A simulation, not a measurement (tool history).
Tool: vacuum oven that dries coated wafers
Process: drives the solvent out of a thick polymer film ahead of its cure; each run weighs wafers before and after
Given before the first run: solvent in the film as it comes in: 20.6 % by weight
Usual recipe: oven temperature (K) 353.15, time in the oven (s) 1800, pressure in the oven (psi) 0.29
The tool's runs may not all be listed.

run 1 day=0 | oven_temperature_(K)=353.15 time_in_the_oven_(s)=1800 pressure_in_the_oven_(psi)=0.29 | solvent_left_in_the_film_(%)=2.66
run 2 day=3.217 | oven_temperature_(K)=353.15 time_in_the_oven_(s)=1800 pressure_in_the_oven_(psi)=0.29 | solvent_left_in_the_film_(%)=2.68
run 3 day=5.496 | oven_temperature_(K)=353.15 time_in_the_oven_(s)=1800 pressure_in_the_oven_(psi)=0.29 | solvent_left_in_the_film_(%)=2.64
run 4 day=8.108 | oven_temperature_(K)=353.15 time_in_the_oven_(s)=1800 pressure_in_the_oven_(psi)=0.146 | solvent_left_in_the_film_(%)=2.15
run 5 day=11.675 | oven_temperature_(K)=353.15 time_in_the_oven_(s)=1800 pressure_in_the_oven_(psi)=0.146 | solvent_left_in_the_film_(%)=2.14
run 6 day=14.212 | oven_temperature_(K)=353.15 time_in_the_oven_(s)=1800 pressure_in_the_oven_(psi)=0.146 | solvent_left_in_the_film_(%)=2.16
-- day=15.104 oven's thermocouples calibrated
run 7 day=19.133 | oven_temperature_(K)=353.15 time_in_the_oven_(s)=2880 pressure_in_the_oven_(psi)=0.29 | solvent_left_in_the_film_(%)=1.65
run 8 day=23.179 | oven_temperature_(K)=353.15 time_in_the_oven_(s)=2880 pressure_in_the_oven_(psi)=0.29 | solvent_left_in_the_film_(%)=1.65
run 9 day=26.508 | oven_temperature_(K)=354.15 time_in_the_oven_(s)=3180 pressure_in_the_oven_(psi)=0.165 | solvent_left_in_the_film_(%)=0.99

Run 10 has not been measured yet. What should we expect?
run 10 day=30.625 | oven_temperature_(K)=354.15 time_in_the_oven_(s)=3180 pressure_in_the_oven_(psi)=1.014 | solvent_left_in_the_film_(%)=?

solvent left in the film (%): 3.97
Without the tool's hidden state the same run would have given solvent left in the film (%) 3.81.
